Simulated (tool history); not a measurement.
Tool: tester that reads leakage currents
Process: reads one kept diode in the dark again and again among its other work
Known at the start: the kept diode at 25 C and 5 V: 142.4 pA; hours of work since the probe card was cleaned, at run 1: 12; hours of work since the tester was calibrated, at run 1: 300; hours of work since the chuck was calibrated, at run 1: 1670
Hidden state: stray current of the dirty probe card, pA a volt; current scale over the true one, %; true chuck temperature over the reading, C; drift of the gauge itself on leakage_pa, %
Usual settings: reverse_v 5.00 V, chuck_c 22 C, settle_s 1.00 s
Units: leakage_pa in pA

run,hour,reverse_v,chuck_c,settle_s,hours of work since the probe card was cleaned,hours of work since the tester was calibrated,hours of work since the chuck was calibrated,leakage_pa
1,0.0,5.00,22,1.00,12,300,1670,125.70
2,27.6,5.00,22,1.00,24,312,1683,125.98
3,57.5,5.00,22,1.00,37,325,1696,125.78
4,84.7,5.00,22,1.00,49,337,1708,126.22
5,136.4,5.00,22,1.00,71,359,1730,126.79
6,180.1,5.00,22,6.60,90,378,1749,124.43
7,236.6,5.00,46,1.00,115,403,1774,701.83
8,284.5,1.38,46,1.00,136,424,1795,360.24
9,315.7,5.00,28,1.00,150,438,1809,198.54
10,348.0,5.00,28,1.00,164,452,1823,200.09
11,404.3,5.00,28,1.00,188,477,1847,198.90
12,459.8,5.00,28,1.00,213,501,1872,200.45
13,484.6,5.00,28,1.00,224,512,1882,199.61
14,531.9,5.00,22,0.55,244,532,1903,128.89
15,588.9,5.00,22,0.55,269,557,1928,129.32
16,623.5,5.00,22,0.55,284,572,1943,129.11
17,680.3,5.00,22,1.00,309,597,1968,127.65
18,734.8,5.00,22,1.00,333,621,1992,128.78
19,779.5,5.00,22,1.00,353,641,2012,128.46
20,804.5,5.00,22,1.00,364,652,2022,127.58
21,860.5,5.00,22,1.00,388,676,2047,128.17
22,899.3,9.10,47,8.88,405,693,2064,1044.86
23,956.1,6.22,35,1.00,430,718,2089,377.60
24,1002.8,5.00,22,0.87,450,738,2109,129.54
25,1049.7,5.00,22,0.87,471,759,2130,129.91
26,1090.5,5.00,25,4.62,489,777,2148,161.51
27,1139.0,5.00,39,6.94,510,798,2169,448.24
28,1163.4,2.26,25,1.75,521,809,2179,106.68
29,1193.6,2.26,32,1.75,534,822,2193,180.71
30,1248.9,1.10,22,0.40,558,846,2217,59.17
31,1287.0,3.64,32,9.37,575,863,2234,230.94
32,1333.2,5.00,25,0.44,595,883,2254,165.70
33,1388.4,5.14,34,0.72,619,907,2278,322.28
# hour 1425.6: chuck's temperature calibrated
34,1449.5,5.14,34,0.72,645,933,10,288.24
35,1479.9,10.42,23,8.22,658,946,24,181.14
36,1527.0,5.00,30,1.00,679,967,44,211.68
37,1568.4,5.00,24,1.00,697,985,62,135.25
38,1619.2,10.42,24,1.00,719,1007,85,201.43
39,1661.9,13.35,24,1.00,738,1026,103,228.74
40,1689.1,5.00,35,0.90,750,1038,115,305.41

4 ways to go on from here, each from the tool as it stands after run 40. What would each give?
A,1728.0,16.23,58,0.54,767,1055,132,?
B,1728.0,19.02,22,1.00,767,1055,132,?
C,1728.0,3.23,29,1.00,767,1055,132,?
D,1728.0,8.87,21,0.55,767,1055,132,?

run,leakage_pa
A,2634.41
B,237.00
C,157.39
D,148.67
Without the tool's hidden state the same runs would have given:
run,leakage_pa
A,2597.02
B,232.20
C,154.77
D,145.83
